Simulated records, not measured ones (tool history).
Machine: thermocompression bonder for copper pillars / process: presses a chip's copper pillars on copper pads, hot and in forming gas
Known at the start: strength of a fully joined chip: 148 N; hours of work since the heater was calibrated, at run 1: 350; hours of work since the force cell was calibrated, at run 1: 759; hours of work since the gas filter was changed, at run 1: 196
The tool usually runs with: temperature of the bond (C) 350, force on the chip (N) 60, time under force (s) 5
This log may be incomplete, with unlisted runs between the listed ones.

| run | hour | temperature of the bond (C) | force on the chip (N) | time under force (s) | hours of work since the heater was calibrated | hours of work since the force cell was calibrated | hours of work since the gas filter was changed | force that shears a chip off (N) |
|---|---|---|---|---|---|---|---|---|
| 1 | 0.0 | 350 | 60 | 5 | 350 | 759 | 196 | 91.3 |
| 2 | 8.7 | 350 | 60 | 5 | 355 | 764 | 201 | 91.5 |
| 3 | 14.8 | 350 | 60 | 5 | 358 | 767 | 204 | 94.3 |
|  | 26.7 | force cell calibrated |
| 4 | 29.7 | 350 | 60 | 5 | 366 | 2 | 212 | 98.9 |
| 5 | 41.1 | 350 | 78 | 5 | 373 | 8 | 219 | 113.9 |
| 6 | 53.1 | 350 | 60 | 5 | 380 | 15 | 226 | 98.3 |
| 7 | 67.2 | 350 | 60 | 5 | 388 | 23 | 234 | 99.1 |
| 8 | 77.1 | 350 | 60 | 5 | 394 | 29 | 239 | 96.7 |
| 9 | 85.0 | 350 | 60 | 5 | 398 | 34 | 244 | 95.9 |
| 10 | 93.0 | 350 | 60 | 5 | 403 | 38 | 249 | 97.4 |
| 11 | 105.0 | 348 | 60 | 5 | 410 | 45 | 256 | 96.5 |
|  | 116.2 | forming gas filter changed |
| 12 | 119.1 | 336 | 60 | 5 | 418 | 53 | 2 | 98.5 |
| 13 | 133.8 | 336 | 60 | 5 | 426 | 62 | 10 | 97.5 |
| 14 | 141.1 | 350 | 60 | 5 | 430 | 66 | 14 | 106.5 |
| 15 | 153.5 | 350 | 60 | 5 | 438 | 73 | 22 | 107.5 |
| 16 | 165.4 | 350 | 60 | 5 | 444 | 80 | 28 | 106.5 |
| 17 | 174.6 | 342 | 60 | 5 | 450 | 85 | 34 | 101.2 |
| 18 | 186.9 | 350 | 60 | 5 | 457 | 92 | 41 | 104.4 |
| 19 | 199.3 | 322 | 60 | 4 | 464 | 100 | 48 | 83.0 |
| 20 | 214.0 | 350 | 40 | 10 | 473 | 108 | 57 | 94.6 |
| 21 | 220.7 | 355 | 86 | 5 | 476 | 112 | 60 | 128.5 |
| 22 | 226.9 | 355 | 86 | 5 | 480 | 116 | 64 | 127.3 |
| 23 | 241.5 | 350 | 39 | 12 | 489 | 124 | 73 | 97.2 |
| 24 | 252.2 | 328 | 48 | 12 | 495 | 130 | 79 | 98.9 |
| 25 | 267.2 | 369 | 50 | 12 | 503 | 139 | 87 | 121.6 |
| 26 | 274.3 | 369 | 50 | 12 | 507 | 143 | 92 | 119.6 |
| 27 | 283.7 | 363 | 47 | 11 | 513 | 148 | 97 | 113.6 |
| 28 | 294.0 | 363 | 36 | 10 | 519 | 154 | 103 | 93.0 |
| 29 | 304.9 | 369 | 60 | 12 | 525 | 161 | 109 | 129.0 |
| 30 | 319.6 | 333 | 75 | 9 | 534 | 169 | 118 | 119.6 |
| 31 | 334.0 | 358 | 60 | 5 | 542 | 177 | 126 | 106.6 |
| 32 | 340.4 | 358 | 60 | 5 | 546 | 181 | 130 | 106.7 |
| 33 | 350.7 | 358 | 60 | 5 | 552 | 187 | 136 | 105.1 |
| 34 | 360.1 | 364 | 44 | 3 | 557 | 193 | 141 | 73.1 |
| 35 | 374.9 | 369 | 36 | 7 | 566 | 201 | 150 | 86.9 |

Each row is a separate what-if for the run after 35, all from the same tool condition, not one after another. Results?
| A | 381.3 | 350 | 44 | 5 | 569 | 205 | 153 | ? |
| B | 381.3 | 372 | 57 | 3 | 569 | 205 | 153 | ? |
| C | 381.3 | 373 | 74 | 6 | 569 | 205 | 153 | ? |
| D | 381.3 | 343 | 55 | 10 | 569 | 205 | 153 | ? |

| run | force that shears a chip off (N) |
|---|---|
| A | 78.7 |
| B | 97.3 |
| C | 126.1 |
| D | 106.6 |
Had the tool no hidden state, the same runs would have come out as:
| run | force that shears a chip off (N) |
|---|---|
| A | 84.5 |
| B | 104.5 |
| C | 135.2 |
| D | 114.3 |

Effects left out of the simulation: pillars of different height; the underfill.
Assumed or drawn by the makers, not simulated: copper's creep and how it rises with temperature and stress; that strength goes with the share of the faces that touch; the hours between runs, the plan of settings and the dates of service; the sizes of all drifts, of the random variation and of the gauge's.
